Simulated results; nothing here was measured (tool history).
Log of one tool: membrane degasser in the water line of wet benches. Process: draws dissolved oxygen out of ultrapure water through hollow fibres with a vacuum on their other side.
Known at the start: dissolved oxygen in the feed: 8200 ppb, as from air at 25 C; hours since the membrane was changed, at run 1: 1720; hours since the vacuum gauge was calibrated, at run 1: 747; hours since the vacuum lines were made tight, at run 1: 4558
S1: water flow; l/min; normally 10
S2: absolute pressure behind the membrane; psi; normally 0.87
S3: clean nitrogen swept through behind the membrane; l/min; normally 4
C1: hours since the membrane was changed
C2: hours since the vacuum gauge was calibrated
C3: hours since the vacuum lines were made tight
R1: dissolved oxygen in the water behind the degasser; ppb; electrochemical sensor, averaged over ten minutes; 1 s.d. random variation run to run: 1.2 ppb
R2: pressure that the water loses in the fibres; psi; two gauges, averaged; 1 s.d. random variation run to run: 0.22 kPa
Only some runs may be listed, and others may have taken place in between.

run 1 hour=0 | S1=10 S2=0.87 S3=4 | C1=1720 C2=747 C3=4558 | R1=114.9 R2=8.14
run 2 hour=41.2 | S1=10 S2=0.87 S3=4 | C1=1761 C2=789 C3=4599 | R1=112.5 R2=8.06
run 3 hour=101.5 | S1=10 S2=0.87 S3=5.62 | C1=1822 C2=849 C3=4659 | R1=108.6 R2=8.025
run 4 hour=147.9 | S1=10 S2=0.87 S3=5.62 | C1=1868 C2=895 C3=4706 | R1=106.6 R2=8.038
run 5 hour=200 | S1=10 S2=0.87 S3=4 | C1=1920 C2=947 C3=4758 | R1=110.5 R2=7.941
run 6 hour=267.2 | S1=10 S2=0.87 S3=4 | C1=1988 C2=1015 C3=4825 | R1=114.1 R2=8.025
run 7 hour=296.9 | S1=10 S2=0.87 S3=4 | C1=2017 C2=1044 C3=4854 | R1=112.9 R2=7.986
run 8 hour=345.1 | S1=10 S2=0.87 S3=4 | C1=2065 C2=1092 C3=4903 | R1=112.5 R2=8.029
run 9 hour=415.3 | S1=10 S2=0.87 S3=4 | C1=2136 C2=1163 C3=4973 | R1=113.6 R2=7.951
run 10 hour=479.4 | S1=10 S2=0.87 S3=4 | C1=2200 C2=1227 C3=5037 | R1=113 R2=7.965
run 11 hour=524.3 | S1=10 S2=0.87 S3=4 | C1=2245 C2=1272 C3=5082 | R1=112.6 R2=7.918
run 12 hour=557.6 | S1=10 S2=0.728 S3=2.3 | C1=2278 C2=1305 C3=5115 | R1=113.7 R2=7.935
run 13 hour=602.4 | S1=10 S2=0.728 S3=2.3 | C1=2323 C2=1350 C3=5160 | R1=114.1 R2=7.983
run 14 hour=642.6 | S1=7 S2=1.362 S3=4 | C1=2363 C2=1390 C3=5200 | R1=55.3 R2=5.581
run 15 hour=673.8 | S1=7 S2=1.362 S3=4 | C1=2394 C2=1421 C3=5231 | R1=55.5 R2=5.591
run 16 hour=744.3 | S1=7 S2=1.362 S3=4 | C1=2465 C2=1492 C3=5302 | R1=54.6 R2=5.568

What will run 17 give?
run 17 hour=789.5 | S1=16 S2=1.577 S3=7.16 | C1=2510 C2=1537 C3=5347 | R1=? R2=?

Run 17 yielded R1 358.1 ppb, R2 12.737 psi.
With the hidden condition absent and the run-to-run variation left alone, this run would have shown R1 358 ppb, R2 12.93 psi.
